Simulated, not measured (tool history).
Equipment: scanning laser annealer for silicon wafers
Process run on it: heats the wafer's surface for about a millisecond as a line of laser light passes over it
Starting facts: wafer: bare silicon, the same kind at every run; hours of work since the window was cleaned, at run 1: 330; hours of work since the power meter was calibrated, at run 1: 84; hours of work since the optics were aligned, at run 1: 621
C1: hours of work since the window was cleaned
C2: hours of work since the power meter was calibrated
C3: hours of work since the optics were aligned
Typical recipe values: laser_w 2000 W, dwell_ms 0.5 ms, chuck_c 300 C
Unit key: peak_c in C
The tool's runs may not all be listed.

run 1 hour=0 | laser_w=2000 dwell_ms=0.5 chuck_c=300 | C1=330 C2=84 C3=621 | peak_c=1011
run 2 hour=24.8 | laser_w=2000 dwell_ms=0.5 chuck_c=300 | C1=342 C2=96 C3=633 | peak_c=1014
run 3 hour=44.4 | laser_w=2000 dwell_ms=0.5 chuck_c=300 | C1=351 C2=105 C3=642 | peak_c=1011
run 4 hour=74.2 | laser_w=2190 dwell_ms=0.5 chuck_c=300 | C1=366 C2=119 C3=657 | peak_c=1094
run 5 hour=94.5 | laser_w=2025 dwell_ms=0.5 chuck_c=300 | C1=375 C2=129 C3=666 | peak_c=1024
run 6 hour=126.8 | laser_w=2025 dwell_ms=0.5 chuck_c=300 | C1=391 C2=144 C3=682 | peak_c=1027
run 7 hour=141.7 | laser_w=1724 dwell_ms=0.5 chuck_c=300 | C1=398 C2=151 C3=689 | peak_c=898
run 8 hour=162.8 | laser_w=1724 dwell_ms=0.5 chuck_c=300 | C1=408 C2=161 C3=699 | peak_c=895
run 9 hour=195.8 | laser_w=1724 dwell_ms=0.5 chuck_c=300 | C1=424 C2=177 C3=715 | peak_c=896
run 10 hour=216.2 | laser_w=1724 dwell_ms=0.5 chuck_c=300 | C1=433 C2=187 C3=724 | peak_c=894
run 11 hour=248.7 | laser_w=2000 dwell_ms=0.5 chuck_c=272 | C1=449 C2=202 C3=740 | peak_c=982
run 12 hour=265.2 | laser_w=2000 dwell_ms=0.5 chuck_c=300 | C1=457 C2=210 C3=748 | peak_c=1016
run 13 hour=284 | laser_w=2000 dwell_ms=0.613 chuck_c=278 | C1=466 C2=219 C3=757 | peak_c=1062
run 14 hour=312.2 | laser_w=2000 dwell_ms=0.433 chuck_c=292 | C1=479 C2=233 C3=770 | peak_c=959
run 15 hour=336.2 | laser_w=1943 dwell_ms=0.555 chuck_c=310 | C1=490 C2=244 C3=782 | peak_c=1032
run 16 hour=369.6 | laser_w=2000 dwell_ms=0.601 chuck_c=284 | C1=506 C2=260 C3=798 | peak_c=1060
run 17 hour=391.5 | laser_w=2000 dwell_ms=0.601 chuck_c=284 | C1=517 C2=271 C3=808 | peak_c=1064
run 18 hour=415.7 | laser_w=2000 dwell_ms=0.601 chuck_c=284 | C1=528 C2=282 C3=820 | peak_c=1061
run 19 hour=442.6 | laser_w=1846 dwell_ms=0.383 chuck_c=270 | C1=541 C2=295 C3=832 | peak_c=841
run 20 hour=477.3 | laser_w=1846 dwell_ms=0.383 chuck_c=270 | C1=558 C2=311 C3=849 | peak_c=840
run 21 hour=497.2 | laser_w=2000 dwell_ms=0.5 chuck_c=270 | C1=567 C2=321 C3=858 | peak_c=981
run 22 hour=512.3 | laser_w=1803 dwell_ms=0.575 chuck_c=270 | C1=575 C2=328 C3=866 | peak_c=944
run 23 hour=547 | laser_w=2000 dwell_ms=0.449 chuck_c=340 | C1=591 C2=345 C3=882 | peak_c=1018
run 24 hour=577.9 | laser_w=1893 dwell_ms=0.435 chuck_c=318 | C1=606 C2=359 C3=897 | peak_c=941

What if the next run were any one of these 3? Each begins from the tool's condition after run 24:
run A hour=592.6 | laser_w=1869 dwell_ms=0.39 chuck_c=300 | C1=613 C2=366 C3=904 | peak_c=?
run B hour=592.6 | laser_w=1812 dwell_ms=0.537 chuck_c=334 | C1=613 C2=366 C3=904 | peak_c=?
run C hour=592.6 | laser_w=1781 dwell_ms=0.463 chuck_c=290 | C1=613 C2=366 C3=904 | peak_c=?

run=A peak_c=890
run=B peak_c=990
run=C peak_c=885
With no hidden state in the tool, these same runs would have given:
run=A peak_c=891
run=B peak_c=990
run=C peak_c=886
